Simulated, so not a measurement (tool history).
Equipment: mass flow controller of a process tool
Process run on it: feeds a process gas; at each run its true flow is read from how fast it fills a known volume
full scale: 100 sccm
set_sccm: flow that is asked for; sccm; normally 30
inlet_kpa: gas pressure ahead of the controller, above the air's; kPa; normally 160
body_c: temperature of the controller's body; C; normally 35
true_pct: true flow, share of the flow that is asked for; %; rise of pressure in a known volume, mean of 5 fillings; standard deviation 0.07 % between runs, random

Run 1, hour 0: usual settings. Result: true_pct 98.72 %.
Run 2, hour 89.8: usual settings. Result: true_pct 98.75 %.
Run 3, hour 197.1: usual settings. Result: true_pct 98.85 %.
Run 4, hour 309.4: usual settings but inlet_kpa 199 kPa. Result: true_pct 99.15 %.
Run 5, hour 406.6: usual settings but inlet_kpa 199 kPa. Result: true_pct 99.08 %.
Run 6, hour 489.1: usual settings but inlet_kpa 199 kPa. Result: true_pct 99.21 %.
Run 7, hour 545.2: usual settings but inlet_kpa 199 kPa. Result: true_pct 99.15 %.
Run 8, hour 608.2: usual settings but inlet_kpa 199 kPa. Result: true_pct 99.24 %.
Run 9, hour 683.7: usual settings but inlet_kpa 199 kPa. Result: true_pct 99.22 %.
Run 10, hour 782.1: usual settings but inlet_kpa 199 kPa. Result: true_pct 99.32 %.
Run 11, hour 831.7: usual settings but inlet_kpa 199 kPa. Result: true_pct 99.38 %.
Run 12, hour 940.2: usual settings but inlet_kpa 199 kPa. Result: true_pct 99.38 %.
Run 13, hour 1004.1: usual settings but inlet_kpa 276 kPa. Result: true_pct 99.85 %.
Run 14, hour 1069.6: usual settings but inlet_kpa 276 kPa. Result: true_pct 99.85 %.
Run 15, hour 1145.9: usual settings but inlet_kpa 276 kPa. Result: true_pct 99.98 %.
Run 16, hour 1256.8: usual settings but body_c 40 C. Result: true_pct 99.54 %.
Run 17, hour 1340.8: usual settings but body_c 40 C. Result: true_pct 99.55 %.
Run 18, hour 1392: usual settings but body_c 40 C. Result: true_pct 99.58 %.
Run 19, hour 1496.2: usual settings but body_c 40 C. Result: true_pct 99.67 %.
Run 20, hour 1560.3: usual settings but body_c 32 C. Result: true_pct 99.21 %.
Run 21, hour 1633.6: usual settings but body_c 32 C. Result: true_pct 99.19 %.
Run 22, hour 1720.7: usual settings but body_c 32 C. Result: true_pct 99.26 %.
Run 23, hour 1796.6: usual settings but body_c 32 C. Result: true_pct 99.29 %.
Run 24, hour 1843.9: usual settings. Result: true_pct 99.57 %.
Run 25, hour 1942.8: usual settings. Result: true_pct 99.57 %.
Run 26, hour 2017.3: usual settings but set_sccm 18 sccm, inlet_kpa 205 kPa, body_c 22 C. Result: true_pct 99.26 %.
Run 27, hour 2119.2: usual settings but set_sccm 20 sccm, inlet_kpa 184 kPa, body_c 29 C. Result: true_pct 99.46 %.
Run 28, hour 2202.7: usual settings but set_sccm 18 sccm, inlet_kpa 209 kPa, body_c 21 C. Result: true_pct 99.2 %.
Run 29, hour 2301.8: usual settings but set_sccm 24 sccm, inlet_kpa 145 kPa, body_c 22 C. Result: true_pct 98.78 %.
Run 30, hour 2379.5: usual settings but set_sccm 18 sccm, inlet_kpa 209 kPa, body_c 38 C. Result: true_pct 100.27 %.
Run 31, hour 2427.8: usual settings but set_sccm 13 sccm, inlet_kpa 189 kPa. Result: true_pct 100.5 %.
Run 32, hour 2485.3: usual settings but set_sccm 13 sccm, body_c 21 C. Result: true_pct 99.37 %.
Run 33, hour 2569.9: usual settings but set_sccm 17 sccm, inlet_kpa 208 kPa, body_c 31 C. Result: true_pct 100.09 %.
Run 34, hour 2650.8: usual settings but set_sccm 48 sccm, inlet_kpa 208 kPa, body_c 25 C. Result: true_pct 99.74 %.
Run 35, hour 2744.8: usual settings but set_sccm 18 sccm, inlet_kpa 255 kPa, body_c 22 C. Result: true_pct 99.93 %.
Run 36, hour 2834.7: usual settings but set_sccm 18 sccm, inlet_kpa 155 kPa, body_c 29 C. Result: true_pct 99.72 %.
Run 37, hour 2946.7: usual settings but set_sccm 74 sccm, inlet_kpa 197 kPa, body_c 22 C. Result: true_pct 100.17 %.
Run 38, hour 3040.3: usual settings but set_sccm 74 sccm, inlet_kpa 194 kPa, body_c 23 C. Result: true_pct 100.34 %.
Run 39, hour 3120.1: usual settings but set_sccm 74 sccm, inlet_kpa 185 kPa, body_c 33 C. Result: true_pct 100.93 %.
Run 40, hour 3222.9: usual settings but set_sccm 49 sccm, inlet_kpa 142 kPa, body_c 23 C. Result: true_pct 99.44 %.
Run 41, hour 3283.1: usual settings but set_sccm 19 sccm, inlet_kpa 250 kPa, body_c 30 C. Result: true_pct 100.68 %.
Run 42, hour 3329.5: usual settings but set_sccm 19 sccm, inlet_kpa 250 kPa, body_c 30 C. Result: true_pct 100.57 %.
Run 43, hour 3432.8: usual settings but set_sccm 26 sccm, body_c 25 C. Result: true_pct 99.66 %.
Run 44, hour 3544.9: usual settings but set_sccm 20 sccm, inlet_kpa 228 kPa, body_c 30 C. Result: true_pct 100.59 %.
Run 45, hour 3632.9: usual settings but set_sccm 20 sccm, inlet_kpa 228 kPa, body_c 30 C. Result: true_pct 100.61 %.
Run 46, hour 3743.2: usual settings but set_sccm 57 sccm, inlet_kpa 162 kPa, body_c 37 C. Result: true_pct 100.68 %.
Run 47, hour 3809.3: usual settings but set_sccm 31 sccm, inlet_kpa 172 kPa, body_c 20 C. Result: true_pct 99.66 %.
Run 48, hour 3923.3: usual settings but set_sccm 11 sccm, inlet_kpa 144 kPa, body_c 32 C. Result: true_pct 101.07 %.
Run 49, hour 3996.8: usual settings but set_sccm 12 sccm, inlet_kpa 143 kPa, body_c 33 C. Result: true_pct 101.01 %.

Below are 4 alternative next runs, each starting from the tool's condition after run 49. Predict each:
Run A, hour 4095: usual settings but set_sccm 98 sccm, inlet_kpa 213 kPa, body_c 33 C. Result: true_pct ?.
Run B, hour 4095: usual settings but set_sccm 12 sccm, inlet_kpa 162 kPa, body_c 33 C. Result: true_pct ?.
Run C, hour 4095: usual settings but set_sccm 24 sccm, inlet_kpa 232 kPa, body_c 24 C. Result: true_pct ?.
Run D, hour 4095: usual settings but set_sccm 69 sccm, body_c 25 C. Result: true_pct ?.

run  true_pct
  A    101.97
  B     101.3
  C    100.49
  D    100.43
Stripped of hidden state, with their random variation kept, the same runs would have yielded:
run  true_pct
  A    100.52
  B     97.93
  C     98.21
  D     98.86

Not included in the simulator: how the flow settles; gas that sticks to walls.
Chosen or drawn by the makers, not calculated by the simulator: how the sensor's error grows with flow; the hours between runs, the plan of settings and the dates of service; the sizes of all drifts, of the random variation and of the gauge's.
